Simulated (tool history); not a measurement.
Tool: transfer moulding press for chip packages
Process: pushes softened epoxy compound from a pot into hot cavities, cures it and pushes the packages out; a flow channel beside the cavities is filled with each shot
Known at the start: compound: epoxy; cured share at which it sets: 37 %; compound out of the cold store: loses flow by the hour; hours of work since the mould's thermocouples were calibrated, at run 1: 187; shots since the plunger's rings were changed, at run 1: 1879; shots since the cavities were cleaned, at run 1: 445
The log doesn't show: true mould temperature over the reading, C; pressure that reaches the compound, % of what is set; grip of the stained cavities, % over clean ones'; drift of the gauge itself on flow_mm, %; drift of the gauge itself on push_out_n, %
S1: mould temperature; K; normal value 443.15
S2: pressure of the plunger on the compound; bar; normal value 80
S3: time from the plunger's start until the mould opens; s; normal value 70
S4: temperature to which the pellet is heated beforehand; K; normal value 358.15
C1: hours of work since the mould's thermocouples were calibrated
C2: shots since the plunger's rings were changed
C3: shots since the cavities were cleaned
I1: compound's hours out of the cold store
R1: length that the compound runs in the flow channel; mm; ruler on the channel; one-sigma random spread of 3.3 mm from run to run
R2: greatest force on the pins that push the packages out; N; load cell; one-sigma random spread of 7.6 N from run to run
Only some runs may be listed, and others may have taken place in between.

{"run": 1, "hour": 0.0, "S1": 443.15, "S2": 80, "S3": 70, "S4": 358.15, "C1": 187, "C2": 1879, "C3": 445, "I1": 34.6, "R1": 492, "R2": 498}
{"hour": 38.3, "done": "cavities cleaned with cleaning compound and waxed"}
{"run": 2, "hour": 51.0, "S1": 443.15, "S2": 80, "S3": 70, "S4": 364.15, "C1": 220, "C2": 2603, "C3": 186, "I1": 26.9, "R1": 503, "R2": 590}
{"hour": 83.9, "done": "plunger's sealing rings changed"}
{"run": 3, "hour": 102.3, "S1": 443.15, "S2": 80, "S3": 70, "S4": 358.15, "C1": 253, "C2": 269, "C3": 899, "I1": 21.1, "R1": 526, "R2": 571}
{"hour": 108.5, "done": "cavities cleaned with cleaning compound and waxed"}
{"run": 4, "hour": 139.6, "S1": 443.15, "S2": 80, "S3": 70, "S4": 358.15, "C1": 278, "C2": 791, "C3": 454, "I1": 19, "R1": 532, "R2": 494}
{"hour": 176.0, "done": "cavities cleaned with cleaning compound and waxed"}
{"run": 5, "hour": 176.5, "S1": 443.15, "S2": 80, "S3": 70, "S4": 358.15, "C1": 302, "C2": 1309, "C3": 7, "I1": 35.2, "R1": 495, "R2": 316}
{"run": 6, "hour": 218.5, "S1": 448.15, "S2": 80, "S3": 70, "S4": 358.15, "C1": 330, "C2": 1923, "C3": 621, "I1": 37.8, "R1": 473, "R2": 455}
{"hour": 244.6, "done": "cavities cleaned with cleaning compound and waxed"}
{"run": 7, "hour": 259.5, "S1": 448.15, "S2": 62.5, "S3": 70, "S4": 358.15, "C1": 357, "C2": 2501, "C3": 217, "I1": 33.1, "R1": 425, "R2": 397}
{"hour": 299.8, "done": "plunger's sealing rings changed"}
{"run": 8, "hour": 310.5, "S1": 448.15, "S2": 62.5, "S3": 70, "S4": 358.15, "C1": 390, "C2": 156, "C3": 926, "I1": 17.7, "R1": 464, "R2": 486}
{"hour": 315.7, "done": "cavities cleaned with cleaning compound and waxed"}
{"hour": 323.5, "done": "cavities cleaned with cleaning compound and waxed, once more"}
{"run": 9, "hour": 356.5, "S1": 443.15, "S2": 73.5, "S3": 70, "S4": 358.15, "C1": 419, "C2": 785, "C3": 482, "I1": 33.7, "R1": 481, "R2": 474}
{"hour": 391.6, "done": "cavities cleaned with cleaning compound and waxed"}
{"run": 10, "hour": 395.6, "S1": 443.15, "S2": 83.4, "S3": 70, "S4": 358.15, "C1": 444, "C2": 1334, "C3": 59, "I1": 20.4, "R1": 533, "R2": 355}
{"run": 11, "hour": 441.0, "S1": 443.15, "S2": 83.4, "S3": 70, "S4": 358.15, "C1": 475, "C2": 1997, "C3": 722, "I1": 13.3, "R1": 557, "R2": 523}
{"hour": 460.2, "done": "cavities cleaned with cleaning compound and waxed"}
{"run": 12, "hour": 491.9, "S1": 443.15, "S2": 83.4, "S3": 70, "S4": 358.15, "C1": 508, "C2": 2720, "C3": 464, "I1": 12.8, "R1": 543, "R2": 490}
{"hour": 517.7, "done": "plunger's sealing rings changed"}
{"hour": 530.3, "done": "cavities cleaned with cleaning compound and waxed"}
{"hour": 539.0, "done": "mould's thermocouples calibrated"}
{"run": 13, "hour": 541.3, "S1": 443.15, "S2": 83.4, "S3": 70, "S4": 358.15, "C1": 2, "C2": 294, "C3": 131, "I1": 40.6, "R1": 501, "R2": 390}
{"run": 14, "hour": 590.9, "S1": 443.15, "S2": 83.4, "S3": 70, "S4": 350.15, "C1": 35, "C2": 1019, "C3": 856, "I1": 39.3, "R1": 489, "R2": 532}
{"hour": 603.7, "done": "cavities cleaned with cleaning compound and waxed"}
{"run": 15, "hour": 622.6, "S1": 443.15, "S2": 80, "S3": 70, "S4": 360.15, "C1": 56, "C2": 1461, "C3": 277, "I1": 37.4, "R1": 491, "R2": 451}
{"run": 16, "hour": 668.9, "S1": 446.15, "S2": 80, "S3": 70, "S4": 361.15, "C1": 87, "C2": 2139, "C3": 955, "I1": 11.9, "R1": 534, "R2": 517}
{"hour": 672.8, "done": "cavities cleaned with cleaning compound and waxed"}
{"run": 17, "hour": 704.0, "S1": 446.15, "S2": 79.3, "S3": 86, "S4": 353.15, "C1": 110, "C2": 2629, "C3": 456, "I1": 44.8, "R1": 462, "R2": 441}
{"hour": 734.6, "done": "plunger's sealing rings changed"}
{"hour": 745.0, "done": "cavities cleaned with cleaning compound and waxed"}
{"run": 18, "hour": 748.3, "S1": 446.15, "S2": 79.3, "S3": 61, "S4": 362.15, "C1": 137, "C2": 179, "C3": 49, "I1": 41.4, "R1": 476, "R2": 375}
{"run": 19, "hour": 798.0, "S1": 446.15, "S2": 79.3, "S3": 61, "S4": 362.15, "C1": 171, "C2": 905, "C3": 775, "I1": 46.8, "R1": 454, "R2": 556}
{"hour": 813.9, "done": "cavities cleaned with cleaning compound and waxed"}
{"run": 20, "hour": 827.2, "S1": 443.15, "S2": 98.8, "S3": 98, "S4": 358.15, "C1": 190, "C2": 1310, "C3": 194, "I1": 29.4, "R1": 556, "R2": 379}
{"run": 21, "hour": 857.8, "S1": 443.15, "S2": 98.8, "S3": 98, "S4": 358.15, "C1": 210, "C2": 1758, "C3": 642, "I1": 27.1, "R1": 568, "R2": 474}
{"hour": 881.2, "done": "cavities cleaned with cleaning compound and waxed"}
{"run": 22, "hour": 893.5, "S1": 443.15, "S2": 69.2, "S3": 51, "S4": 358.15, "C1": 233, "C2": 2257, "C3": 180, "I1": 38.9, "R1": 446, "R2": 764}
{"run": 23, "hour": 923.1, "S1": 443.15, "S2": 69.2, "S3": 51, "S4": 358.15, "C1": 253, "C2": 2690, "C3": 613, "I1": 29.4, "R1": 459, "R2": 932}
{"hour": 950.7, "done": "plunger's sealing rings changed"}
{"hour": 952.2, "done": "cavities cleaned with cleaning compound and waxed"}
{"run": 24, "hour": 975.7, "S1": 443.15, "S2": 67, "S3": 77, "S4": 352.15, "C1": 286, "C2": 344, "C3": 344, "I1": 27.6, "R1": 469, "R2": 421}
{"hour": 1019.7, "done": "cavities cleaned with cleaning compound and waxed"}
{"run": 25, "hour": 1023.5, "S1": 443.15, "S2": 67, "S3": 77, "S4": 352.15, "C1": 318, "C2": 1021, "C3": 56, "I1": 21.2, "R1": 478, "R2": 336}
{"run": 26, "hour": 1065.8, "S1": 449.15, "S2": 67.5, "S3": 89, "S4": 350.15, "C1": 346, "C2": 1638, "C3": 673, "I1": 21.2, "R1": 468, "R2": 482}
{"hour": 1088.3, "done": "cavities cleaned with cleaning compound and waxed"}
{"run": 27, "hour": 1092.4, "S1": 443.15, "S2": 80, "S3": 109, "S4": 353.15, "C1": 363, "C2": 2005, "C3": 60, "I1": 41.8, "R1": 475, "R2": 313}
{"run": 28, "hour": 1136.6, "S1": 443.15, "S2": 74.1, "S3": 80, "S4": 353.15, "C1": 393, "C2": 2651, "C3": 706, "I1": 29.1, "R1": 476, "R2": 490}

Entry by entry between the runs, the difference in hidden state between the last listed run before and the first listed run after:
From run 1 to run 2: cavities cleaned with cleaning compound and waxed (hour 38.3)
  true mould temperature over the reading, C: 0.44 -> 0.52; pressure that reaches the compound, % of what is set: 95.61 -> 94.19; grip of the stained cavities, % over clean ones': 61 -> 86
  what was measured, less what the result would be without the hidden state, R1: -13 -> -16 mm; R2: +185 -> +266 N
From run 2 to run 3: plunger's sealing rings changed (hour 83.9)
  true mould temperature over the reading, C: 0.52 -> 0.6; pressure that reaches the compound, % of what is set: 94.19 -> 99.08; grip of the stained cavities, % over clean ones': 86 -> 80.5
  what was measured, less what the result would be without the hidden state, R1: -16 -> -4 mm; R2: +266 -> +249 N
From run 3 to run 4: cavities cleaned with cleaning compound and waxed (hour 108.5)
  true mould temperature over the reading, C: 0.6 -> 0.65; pressure that reaches the compound, % of what is set: 99.08 -> 98.02; grip of the stained cavities, % over clean ones': 80.5 -> 58
  what was measured, less what the result would be without the hidden state, R1: -4 -> -6 mm; R2: +249 -> +175 N
From run 4 to run 5: cavities cleaned with cleaning compound and waxed (hour 176)
  true mould temperature over the reading, C: 0.65 -> 0.71; pressure that reaches the compound, % of what is set: 98.02 -> 97.12; grip of the stained cavities, % over clean ones': 58 -> 2.1
  what was measured, less what the result would be without the hidden state, R1: -6 -> -9 mm; R2: +175 -> +0 N
From run 6 to run 7: cavities cleaned with cleaning compound and waxed (hour 244.6)
  true mould temperature over the reading, C: 0.78 -> 0.84; pressure that reaches the compound, % of what is set: 95.82 -> 94.7; grip of the stained cavities, % over clean ones': 64.3 -> 36
  what was measured, less what the result would be without the hidden state, R1: -12 -> -13 mm; R2: +178 -> +104 N
From run 7 to run 8: plunger's sealing rings changed (hour 299.8)
  true mould temperature over the reading, C: 0.84 -> 0.91; pressure that reaches the compound, % of what is set: 94.7 -> 99.42; grip of the stained cavities, % over clean ones': 36 -> 73.3
  what was measured, less what the result would be without the hidden state, R1: -13 -> -3 mm; R2: +104 -> +201 N
From run 8 to run 9: cavities cleaned with cleaning compound and waxed (hour 315.7); cavities cleaned with cleaning compound and waxed, once more (hour 323.5)
  true mould temperature over the reading, C: 0.91 -> 0.98; pressure that reaches the compound, % of what is set: 99.42 -> 98.34; grip of the stained cavities, % over clean ones': 73.3 -> 57.9
  what was measured, less what the result would be without the hidden state, R1: -3 -> -6 mm; R2: +201 -> +166 N
From run 9 to run 10: cavities cleaned with cleaning compound and waxed (hour 391.6)
  true mould temperature over the reading, C: 0.98 -> 1.04; pressure that reaches the compound, % of what is set: 98.34 -> 97.09; grip of the stained cavities, % over clean ones': 57.9 -> 13.9
  what was measured, less what the result would be without the hidden state, R1: -6 -> -11 mm; R2: +166 -> +33 N
From run 11 to run 12: cavities cleaned with cleaning compound and waxed (hour 460.2)
  true mould temperature over the reading, C: 1.11 -> 1.19; pressure that reaches the compound, % of what is set: 95.7 -> 94.19; grip of the stained cavities, % over clean ones': 68.5 -> 56.7
  what was measured, less what the result would be without the hidden state, R1: -15 -> -20 mm; R2: +202 -> +163 N
From run 12 to run 13: plunger's sealing rings changed (hour 517.7); cavities cleaned with cleaning compound and waxed (hour 530.3); mould's thermocouples calibrated (hour 539)
  true mould temperature over the reading, C: 1.19 -> -0.09; pressure that reaches the compound, % of what is set: 94.19 -> 99.32; grip of the stained cavities, % over clean ones': 56.7 -> 21.9
  what was measured, less what the result would be without the hidden state, R1: -20 -> -2 mm; R2: +163 -> +71 N
From run 14 to run 15: cavities cleaned with cleaning compound and waxed (hour 603.7)
  true mould temperature over the reading, C: -0.01 -> 0.04; pressure that reaches the compound, % of what is set: 97.9 -> 97.09; grip of the stained cavities, % over clean ones': 70.2 -> 43.7
  what was measured, less what the result would be without the hidden state, R1: -5 -> -8 mm; R2: +218 -> +137 N
From run 16 to run 17: cavities cleaned with cleaning compound and waxed (hour 672.8)
  true mould temperature over the reading, C: 0.12 -> 0.17; pressure that reaches the compound, % of what is set: 95.76 -> 94.86; grip of the stained cavities, % over clean ones': 73.6 -> 56.5
  what was measured, less what the result would be without the hidden state, R1: -12 -> -12 mm; R2: +219 -> +158 N
From run 17 to run 18: plunger's sealing rings changed (hour 734.6); cavities cleaned with cleaning compound and waxed (hour 745)
  true mould temperature over the reading, C: 0.17 -> 0.23; pressure that reaches the compound, % of what is set: 94.86 -> 98.88; grip of the stained cavities, % over clean ones': 56.5 -> 13.2
  what was measured, less what the result would be without the hidden state, R1: -12 -> -3 mm; R2: +158 -> +41 N
From run 19 to run 20: cavities cleaned with cleaning compound and waxed (hour 813.9)
  true mould temperature over the reading, C: 0.31 -> 0.35; pressure that reaches the compound, % of what is set: 97.49 -> 96.68; grip of the stained cavities, % over clean ones': 70.5 -> 33.8
  what was measured, less what the result would be without the hidden state, R1: -7 -> -11 mm; R2: +227 -> +94 N
From run 21 to run 22: cavities cleaned with cleaning compound and waxed (hour 881.2)
  true mould temperature over the reading, C: 0.4 -> 0.45; pressure that reaches the compound, % of what is set: 95.77 -> 94.74; grip of the stained cavities, % over clean ones': 66.7 -> 33.4
  what was measured, less what the result would be without the hidden state, R1: -14 -> -13 mm; R2: +189 -> +171 N
From run 23 to run 24: plunger's sealing rings changed (hour 950.7); cavities cleaned with cleaning compound and waxed (hour 952.2)
  true mould temperature over the reading, C: 0.5 -> 0.58; pressure that reaches the compound, % of what is set: 93.88 -> 98.64; grip of the stained cavities, % over clean ones': 64.7 -> 48.3
  what was measured, less what the result would be without the hidden state, R1: -16 -> -4 mm; R2: +343 -> +135 N
From run 24 to run 25: cavities cleaned with cleaning compound and waxed (hour 1019.7)
  true mould temperature over the reading, C: 0.58 -> 0.65; pressure that reaches the compound, % of what is set: 98.64 -> 97.36; grip of the stained cavities, % over clean ones': 48.3 -> 12.6
  what was measured, less what the result would be without the hidden state, R1: -4 -> -8 mm; R2: +135 -> +35 N
From run 26 to run 27: cavities cleaned with cleaning compound and waxed (hour 1088.3)
  true mould temperature over the reading, C: 0.71 -> 0.75; pressure that reaches the compound, % of what is set: 96.08 -> 95.4; grip of the stained cavities, % over clean ones': 66 -> 12.7
  what was measured, less what the result would be without the hidden state, R1: -11 -> -13 mm; R2: +193 -> +36 N
